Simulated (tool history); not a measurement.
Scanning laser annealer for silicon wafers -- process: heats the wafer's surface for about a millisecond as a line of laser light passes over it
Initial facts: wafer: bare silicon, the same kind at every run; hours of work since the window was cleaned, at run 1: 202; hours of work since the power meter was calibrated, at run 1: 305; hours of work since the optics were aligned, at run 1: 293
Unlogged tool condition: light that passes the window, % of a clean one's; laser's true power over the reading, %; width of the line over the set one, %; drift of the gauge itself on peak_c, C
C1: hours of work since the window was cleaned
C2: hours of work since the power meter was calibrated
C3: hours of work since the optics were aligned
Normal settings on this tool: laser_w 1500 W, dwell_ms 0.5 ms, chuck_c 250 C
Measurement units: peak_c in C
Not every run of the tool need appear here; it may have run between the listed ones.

Run 1, hour 0: usual settings; C1 202; C2 305; C3 293. Result: peak_c 956 C.
Run 2, hour 6.8: usual settings; C1 206; C2 309; C3 297. Result: peak_c 954 C.
Run 3, hour 20.8: usual settings; C1 214; C2 317; C3 305. Result: peak_c 953 C.
Run 4, hour 27.9: usual settings; C1 218; C2 321; C3 309. Result: peak_c 954 C.
Run 5, hour 35.5: usual settings but dwell_ms 0.401 ms; C1 222; C2 325; C3 314. Result: peak_c 877 C.
Run 6, hour 44.2: usual settings but dwell_ms 0.401 ms; C1 227; C2 330; C3 319. Result: peak_c 877 C.
Run 7, hour 54.6: usual settings but dwell_ms 0.401 ms; C1 233; C2 336; C3 325. Result: peak_c 878 C.
Run 8, hour 62.9: usual settings but dwell_ms 0.401 ms, chuck_c 263 C; C1 238; C2 341; C3 329. Result: peak_c 889 C.
Run 9, hour 72.4: usual settings; C1 243; C2 346; C3 335. Result: peak_c 951 C.
Run 10, hour 83.4: usual settings; C1 250; C2 353; C3 341. Result: peak_c 954 C.
Run 11, hour 89.2: usual settings; C1 253; C2 356; C3 344. Result: peak_c 949 C.
Run 12, hour 98.2: usual settings; C1 258; C2 361; C3 350. Result: peak_c 953 C.
Run 13, hour 109.7: usual settings; C1 265; C2 368; C3 356. Result: peak_c 957 C.
Run 14, hour 119.5: usual settings; C1 270; C2 373; C3 362. Result: peak_c 952 C.
Run 15, hour 126.5: usual settings; C1 274; C2 377; C3 366. Result: peak_c 955 C.
Run 16, hour 137.4: usual settings; C1 281; C2 384; C3 372. Result: peak_c 952 C.
Run 17, hour 145.2: usual settings; C1 285; C2 388; C3 376. Result: peak_c 951 C.
Run 18, hour 151.4: usual settings; C1 289; C2 392; C3 380. Result: peak_c 953 C.
Run 19, hour 162.5: usual settings; C1 295; C2 398; C3 386. Result: peak_c 955 C.
Run 20, hour 174.7: usual settings but laser_w 1448 W; C1 302; C2 405; C3 393. Result: peak_c 925 C.
Run 21, hour 182.8: usual settings but laser_w 1448 W, dwell_ms 0.497 ms, chuck_c 243 C; C1 306; C2 410; C3 398. Result: peak_c 916 C.
Run 22, hour 188.5: usual settings but dwell_ms 0.4 ms, chuck_c 284 C; C1 310; C2 413; C3 401. Result: peak_c 912 C.
Run 23, hour 201: usual settings but laser_w 1538 W, dwell_ms 0.381 ms, chuck_c 271 C; C1 317; C2 420; C3 408. Result: peak_c 897 C.
Run 24, hour 213.9: usual settings but laser_w 1538 W, dwell_ms 0.381 ms, chuck_c 271 C; C1 324; C2 427; C3 416. Result: peak_c 899 C.
Run 25, hour 220.3: usual settings but laser_w 1538 W, dwell_ms 0.436 ms, chuck_c 225 C; C1 328; C2 431; C3 419. Result: peak_c 900 C.
Run 26, hour 232.2: usual settings but dwell_ms 0.367 ms; C1 335; C2 438; C3 426. Result: peak_c 852 C.
Run 27, hour 242.8: usual settings but dwell_ms 0.367 ms; C1 341; C2 444; C3 432. Result: peak_c 850 C.
Run 28, hour 254.3: usual settings but dwell_ms 0.367 ms; C1 347; C2 450; C3 439. Result: peak_c 853 C.
Run 29, hour 265.4: usual settings but laser_w 1536 W, dwell_ms 0.584 ms; C1 354; C2 457; C3 445. Result: peak_c 1030 C.
Run 30, hour 271.6: usual settings but laser_w 1536 W, dwell_ms 0.584 ms; C1 357; C2 460; C3 449. Result: peak_c 1031 C.
Run 31, hour 285.7: usual settings but laser_w 1572 W, dwell_ms 0.489 ms; C1 365; C2 468; C3 457. Result: peak_c 982 C.
Run 32, hour 299: usual settings but dwell_ms 0.455 ms; C1 373; C2 476; C3 464. Result: peak_c 918 C.
Run 33, hour 309.3: usual settings but dwell_ms 0.455 ms; C1 379; C2 482; C3 470. Result: peak_c 921 C.
Run 34, hour 315.4: usual settings but laser_w 1636 W, dwell_ms 0.617 ms; C1 382; C2 485; C3 474. Result: peak_c 1113 C.
Run 35, hour 329.4: usual settings but laser_w 1636 W, dwell_ms 0.617 ms; C1 390; C2 493; C3 482. Result: peak_c 1111 C.
Run 36, hour 337.6: usual settings but laser_w 1468 W, dwell_ms 0.412 ms; C1 395; C2 498; C3 486. Result: peak_c 871 C.
Run 37, hour 350.8: usual settings but laser_w 1283 W, dwell_ms 0.56 ms, chuck_c 249 C; C1 403; C2 506; C3 494. Result: peak_c 870 C.
Run 38, hour 358.4: usual settings but laser_w 1283 W, dwell_ms 0.56 ms, chuck_c 249 C; C1 407; C2 510; C3 498. Result: peak_c 876 C.
Run 39, hour 369.7: usual settings but laser_w 1445 W, chuck_c 224 C; C1 413; C2 516; C3 505. Result: peak_c 899 C.
Run 40, hour 383.7: usual settings but laser_w 1445 W, dwell_ms 0.584 ms, chuck_c 283 C; C1 421; C2 524; C3 513. Result: peak_c 1012 C.

What if the next run were any one of these 3? Each begins from the tool's condition after run 40:
Run A, hour 391.7: usual settings but dwell_ms 0.442 ms; C1 426; C2 529; C3 517. Result: peak_c ?.
Run B, hour 391.7: usual settings but laser_w 1391 W, dwell_ms 0.575 ms; C1 426; C2 529; C3 517. Result: peak_c ?.
Run C, hour 391.7: usual settings but laser_w 1462 W, dwell_ms 0.584 ms, chuck_c 283 C; C1 426; C2 529; C3 517. Result: peak_c ?.

run  peak_c
  A     912
  B     941
  C    1023
Stripped of hidden state, with their random variation kept, the same runs would have yielded:
run  peak_c
  A     913
  B     942
  C    1023

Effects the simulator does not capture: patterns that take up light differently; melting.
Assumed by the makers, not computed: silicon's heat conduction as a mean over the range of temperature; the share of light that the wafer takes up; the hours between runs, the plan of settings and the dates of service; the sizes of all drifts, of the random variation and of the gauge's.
